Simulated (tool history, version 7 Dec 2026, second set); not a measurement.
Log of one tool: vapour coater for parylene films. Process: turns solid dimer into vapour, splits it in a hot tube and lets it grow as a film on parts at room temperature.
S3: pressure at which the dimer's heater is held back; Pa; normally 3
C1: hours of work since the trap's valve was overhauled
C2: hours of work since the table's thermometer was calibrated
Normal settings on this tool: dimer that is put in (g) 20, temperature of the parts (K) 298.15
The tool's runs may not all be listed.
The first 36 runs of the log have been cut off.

Run 37, hour 456.6: usual settings but dimer that is put in (g) 33; C1 39; C2 712. Result: thickness of the film (µm) 11.06.
Run 38, hour 469.9: usual settings but dimer that is put in (g) 33; C1 48; C2 721. Result: thickness of the film (µm) 11.04.
Run 39, hour 487.1: usual settings but dimer that is put in (g) 33; C1 59; C2 732. Result: thickness of the film (µm) 11.
Run 40, hour 498.3: usual settings but dimer that is put in (g) 33; C1 66; C2 739. Result: thickness of the film (µm) 10.74.
Run 41, hour 508.3: usual settings but dimer that is put in (g) 33; C1 72; C2 746. Result: thickness of the film (µm) 10.82.
Run 42, hour 515.2: usual settings but dimer that is put in (g) 33, temperature of the parts (K) 294.15, S3 10.25 Pa; C1 77; C2 750. Result: thickness of the film (µm) 10.89.
Run 43, hour 527.6: usual settings but dimer that is put in (g) 33, temperature of the parts (K) 299.15, S3 2.34 Pa; C1 85; C2 758. Result: thickness of the film (µm) 10.65.
Run 44, hour 534.9: usual settings but dimer that is put in (g) 30, S3 9.4 Pa; C1 90; C2 763. Result: thickness of the film (µm) 8.74.
Run 45, hour 550.3: usual settings but dimer that is put in (g) 30, S3 9.4 Pa; C1 100; C2 773. Result: thickness of the film (µm) 8.75.
Run 46, hour 566.3: usual settings but temperature of the parts (K) 299.15; C1 110; C2 783. Result: thickness of the film (µm) 6.23.
Run 47, hour 583: usual settings but dimer that is put in (g) 8, temperature of the parts (K) 303.15, S3 7.84 Pa; C1 121; C2 794. Result: thickness of the film (µm) 1.97.

Branching from run 47: 3 alternative next runs. What would each branch give?
Run A, hour 595.7: usual settings but dimer that is put in (g) 22, temperature of the parts (K) 301.15, S3 7.84 Pa; C1 129; C2 802. Result: thickness of the film (µm) ?.
Run B, hour 595.7: usual settings but dimer that is put in (g) 8, temperature of the parts (K) 303.15, S3 10.14 Pa; C1 129; C2 802. Result: thickness of the film (µm) ?.
Run C, hour 595.7: usual settings but dimer that is put in (g) 8, temperature of the parts (K) 306.15, S3 7.84 Pa; C1 129; C2 802. Result: thickness of the film (µm) ?.

run  thickness of the film (µm)
  A                        5.82
  B                        1.95
  C                        1.82
Without the tool's hidden state the same runs would have given:
run  thickness of the film (µm)
  A                        6.37
  B                        2.13
  C                           2

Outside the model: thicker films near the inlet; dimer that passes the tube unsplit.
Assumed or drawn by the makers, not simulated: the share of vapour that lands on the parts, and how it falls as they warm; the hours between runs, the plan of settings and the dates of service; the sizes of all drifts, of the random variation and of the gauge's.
